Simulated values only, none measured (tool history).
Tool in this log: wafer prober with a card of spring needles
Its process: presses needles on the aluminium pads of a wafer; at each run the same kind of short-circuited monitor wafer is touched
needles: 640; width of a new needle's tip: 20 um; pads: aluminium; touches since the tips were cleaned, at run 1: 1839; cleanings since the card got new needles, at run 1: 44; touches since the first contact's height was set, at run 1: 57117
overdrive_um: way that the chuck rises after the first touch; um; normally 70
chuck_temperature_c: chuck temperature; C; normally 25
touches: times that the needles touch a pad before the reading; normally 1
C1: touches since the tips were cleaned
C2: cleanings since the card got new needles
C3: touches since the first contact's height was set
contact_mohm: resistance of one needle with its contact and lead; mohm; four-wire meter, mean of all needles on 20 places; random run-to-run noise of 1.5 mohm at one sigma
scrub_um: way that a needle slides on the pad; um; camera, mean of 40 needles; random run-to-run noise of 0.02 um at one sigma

Run 1, hour 0: usual settings; C1 1839; C2 44; C3 57117. Result: contact_mohm 213 mohm, scrub_um 13.68 um.
At hour 3.1: tips cleaned on abrasive film.
At hour 10.8: tips cleaned on abrasive film.
At hour 18.4: tips cleaned on abrasive film.
At hour 26: tips cleaned on abrasive film.
Run 2, hour 29.1: usual settings; C1 1563; C2 48; C3 71696. Result: contact_mohm 208 mohm, scrub_um 13.61 um.
At hour 33.6: tips cleaned on abrasive film.
At hour 39.7: tips cleaned on abrasive film.
At hour 47.3: tips cleaned on abrasive film.
At hour 55: tips cleaned on abrasive film.
Run 3, hour 55: usual settings; C1 2; C2 52; C3 84674. Result: contact_mohm 144 mohm, scrub_um 13.56 um.
At hour 61.3: tips cleaned on abrasive film.
At hour 68.9: tips cleaned on abrasive film.
At hour 76.6: tips cleaned on abrasive film.
At hour 84.1: tips cleaned on abrasive film.
Run 4, hour 84.1: usual settings but chuck_temperature_c 114 C; C1 0; C2 56; C3 99300. Result: contact_mohm 159 mohm, scrub_um 13.47 um.
At hour 91.7: tips cleaned on abrasive film.
At hour 99.4: tips cleaned on abrasive film.
At hour 107: tips cleaned on abrasive film.
At hour 108.8: height of the first contact set anew.
Run 5, hour 112.2: usual settings but chuck_temperature_c 114 C; C1 2480; C2 59; C3 1712. Result: contact_mohm 227 mohm, scrub_um 13.83 um.
At hour 113.8: tips cleaned on abrasive film.
At hour 121.5: tips cleaned on abrasive film.
At hour 129: tips cleaned on abrasive film.
At hour 136.7: tips cleaned on abrasive film.
Run 6, hour 142.5: usual settings but chuck_temperature_c 114 C; C1 2975; C2 63; C3 16927. Result: contact_mohm 237 mohm, scrub_um 13.83 um.
At hour 144.1: tips cleaned on abrasive film.
At hour 151.7: tips cleaned on abrasive film.
At hour 158.5: tips cleaned on abrasive film.
Run 7, hour 158.5: usual settings but overdrive_um 52 um, chuck_temperature_c 114 C; C1 0; C2 66; C3 24889. Result: contact_mohm 171 mohm, scrub_um 10.18 um.
At hour 166: tips cleaned on abrasive film.
At hour 173.6: tips cleaned on abrasive film.
Run 8, hour 179.1: usual settings; C1 2827; C2 68; C3 35313. Result: contact_mohm 238 mohm, scrub_um 13.71 um.
At hour 180.8: tips cleaned on abrasive film.
At hour 188.4: tips cleaned on abrasive film.
At hour 196: tips cleaned on abrasive film.
At hour 203.7: tips cleaned on abrasive film.
Run 9, hour 208.2: usual settings; C1 2300; C2 72; C3 49880. Result: contact_mohm 231 mohm, scrub_um 13.67 um.
At hour 211.3: tips cleaned on abrasive film.
At hour 218.9: tips cleaned on abrasive film.
At hour 226.6: tips cleaned on abrasive film.
At hour 232.7: tips cleaned on abrasive film.
At hour 240.4: tips cleaned on abrasive film.
Run 10, hour 242.8: usual settings; C1 1223; C2 77; C3 67225. Result: contact_mohm 203 mohm, scrub_um 13.59 um.
At hour 247.3: tips cleaned on abrasive film.
At hour 255: tips cleaned on abrasive film.
At hour 262.6: tips cleaned on abrasive film.
At hour 270.3: tips cleaned on abrasive film.
At hour 276.4: tips cleaned on abrasive film.
Run 11, hour 277.8: usual settings but touches 2; C1 692; C2 82; C3 84779. Result: contact_mohm 175 mohm, scrub_um 13.58 um.
At hour 283.8: tips cleaned on abrasive film.
At hour 291.3: tips cleaned on abrasive film.
At hour 298.9: tips cleaned on abrasive film.
At hour 306.5: tips cleaned on abrasive film.
Run 12, hour 307.8: usual settings but touches 2; C1 642; C2 86; C3 99841. Result: contact_mohm 169 mohm, scrub_um 13.49 um.
At hour 313.9: tips cleaned on abrasive film.
At hour 321.5: tips cleaned on abrasive film.
At hour 329.1: tips cleaned on abrasive film.
At hour 331: height of the first contact set anew.
Run 13, hour 331: usual settings but touches 2; C1 784; C2 89; C3 17. Result: contact_mohm 170 mohm, scrub_um 13.87 um.
At hour 337.1: tips cleaned on abrasive film.
At hour 344.6: tips cleaned on abrasive film.
At hour 352.3: tips cleaned on abrasive film.
Run 14, hour 356.8: usual settings but touches 2; C1 2328; C2 92; C3 13017. Result: contact_mohm 199 mohm, scrub_um 13.87 um.
At hour 358.5: tips cleaned on abrasive film.
At hour 366.1: tips cleaned on abrasive film.
At hour 373.7: tips cleaned on abrasive film.
Run 15, hour 379.6: usual settings but overdrive_um 65 um, chuck_temperature_c 74 C; C1 3001; C2 95; C3 24456. Result: contact_mohm 265 mohm, scrub_um 12.82 um.
At hour 381.2: tips cleaned on abrasive film.
At hour 388.9: tips cleaned on abrasive film.
At hour 396.5: tips cleaned on abrasive film.
At hour 404.1: tips cleaned on abrasive film.
Run 16, hour 406.4: usual settings but overdrive_um 65 um, chuck_temperature_c 74 C; C1 1159; C2 99; C3 37878. Result: contact_mohm 214 mohm, scrub_um 12.75 um.
At hour 411: tips cleaned on abrasive film.
At hour 418.7: tips cleaned on abrasive film.
Run 17, hour 423.9: usual settings but overdrive_um 71 um, chuck_temperature_c 29 C, touches 3; C1 2649; C2 101; C3 46670. Result: contact_mohm 171 mohm, scrub_um 13.91 um.
At hour 425.5: tips cleaned on abrasive film.
At hour 433.1: tips cleaned on abrasive film.
At hour 440.8: tips cleaned on abrasive film.
Run 18, hour 445.4: usual settings but overdrive_um 68 um, chuck_temperature_c 29 C, touches 2; C1 2374; C2 104; C3 57491. Result: contact_mohm 203 mohm, scrub_um 13.26 um.
At hour 447: tips cleaned on abrasive film.
At hour 454.6: tips cleaned on abrasive film.
At hour 462.3: tips cleaned on abrasive film.
At hour 469.9: tips cleaned on abrasive film.
Run 19, hour 471.1: usual settings but overdrive_um 68 um, chuck_temperature_c 30 C, touches 3; C1 587; C2 108; C3 70317. Result: contact_mohm 158 mohm, scrub_um 13.21 um.
At hour 477.2: tips cleaned on abrasive film.
At hour 484.8: tips cleaned on abrasive film.
At hour 492.5: tips cleaned on abrasive film.
Run 20, hour 497.2: usual settings but overdrive_um 63 um, touches 2; C1 2395; C2 111; C3 83462. Result: contact_mohm 219 mohm, scrub_um 12.18 um.
At hour 498.8: tips cleaned on abrasive film.
At hour 506.5: tips cleaned on abrasive film.
At hour 514: tips cleaned on abrasive film.
At hour 521.6: tips cleaned on abrasive film.
At hour 529.3: tips cleaned on abrasive film.
Run 21, hour 530.8: usual settings but chuck_temperature_c 36 C; C1 777; C2 116; C3 100315. Result: contact_mohm 203 mohm, scrub_um 13.44 um.
At hour 535.5: tips cleaned on abrasive film.
At hour 543.1: tips cleaned on abrasive film.
At hour 550.8: tips cleaned on abrasive film.
At hour 552.6: height of the first contact set anew.
At hour 558.7: tips cleaned on abrasive film.
Run 22, hour 564.4: usual settings but chuck_temperature_c 38 C; C1 2901; C2 120; C3 5972. Result: contact_mohm 245 mohm, scrub_um 13.86 um.
At hour 566: tips cleaned on abrasive film.
At hour 572.2: tips cleaned on abrasive film.
At hour 579.8: tips cleaned on abrasive film.
At hour 587.4: tips cleaned on abrasive film.
At hour 595: tips cleaned on abrasive film.
Run 23, hour 599.9: usual settings but chuck_temperature_c 57 C, touches 3; C1 2501; C2 125; C3 23780. Result: contact_mohm 182 mohm, scrub_um 13.76 um.
At hour 601.5: tips cleaned on abrasive film.
At hour 609.2: tips cleaned on abrasive film.
At hour 615.3: tips cleaned on abrasive film.
At hour 622.9: tips cleaned on abrasive film.
At hour 629.1: tips cleaned on abrasive film.
Run 24, hour 632.8: usual settings but overdrive_um 88 um, chuck_temperature_c 73 C, touches 2; C1 1915; C2 130; C3 40283. Result: contact_mohm 179 mohm, scrub_um 17.3 um.
At hour 636: tips cleaned on abrasive film.
At hour 643.6: tips cleaned on abrasive film.
At hour 651.2: tips cleaned on abrasive film.
Run 25, hour 656: usual settings but overdrive_um 88 um, chuck_temperature_c 73 C, touches 2; C1 2422; C2 133; C3 51901. Result: contact_mohm 182 mohm, scrub_um 17.22 um.

Predict each of these 4 candidate next runs independently; none follows another, all start after run 25:
At hour 657.6: tips cleaned on abrasive film.
At hour 665.2: tips cleaned on abrasive film.
At hour 672.9: tips cleaned on abrasive film.
At hour 680.4: tips cleaned on abrasive film.
At hour 687: tips cleaned on abrasive film.
Run A, hour 687: usual settings but overdrive_um 72 um, chuck_temperature_c 30 C; C1 0; C2 138; C3 67424. Result: contact_mohm ?, scrub_um ?.
At hour 657.6: tips cleaned on abrasive film.
At hour 665.2: tips cleaned on abrasive film.
At hour 672.9: tips cleaned on abrasive film.
At hour 680.4: tips cleaned on abrasive film.
At hour 687: tips cleaned on abrasive film.
Run B, hour 687: usual settings but overdrive_um 81 um, chuck_temperature_c 55 C, touches 2; C1 0; C2 138; C3 67424. Result: contact_mohm ?, scrub_um ?.
At hour 657.6: tips cleaned on abrasive film.
At hour 665.2: tips cleaned on abrasive film.
At hour 672.9: tips cleaned on abrasive film.
At hour 680.4: tips cleaned on abrasive film.
At hour 687: tips cleaned on abrasive film.
Run C, hour 687: usual settings but overdrive_um 76 um, chuck_temperature_c 104 C, touches 3; C1 0; C2 138; C3 67424. Result: contact_mohm ?, scrub_um ?.
At hour 657.6: tips cleaned on abrasive film.
At hour 665.2: tips cleaned on abrasive film.
At hour 672.9: tips cleaned on abrasive film.
At hour 680.4: tips cleaned on abrasive film.
At hour 687: tips cleaned on abrasive film.
Run D, hour 687: usual settings but overdrive_um 88 um, chuck_temperature_c 121 C, touches 2; C1 0; C2 138; C3 67424. Result: contact_mohm ?, scrub_um ?.

run  contact_mohm  scrub_um
  A           151     13.97
  B           150     15.76
  C           157      14.8
  D           156     17.11
Without the tool's unlogged condition, the same runs would have read:
run  contact_mohm  scrub_um
  A           138     14.27
  B           142     16.06
  C           150     15.09
  D           149     17.41
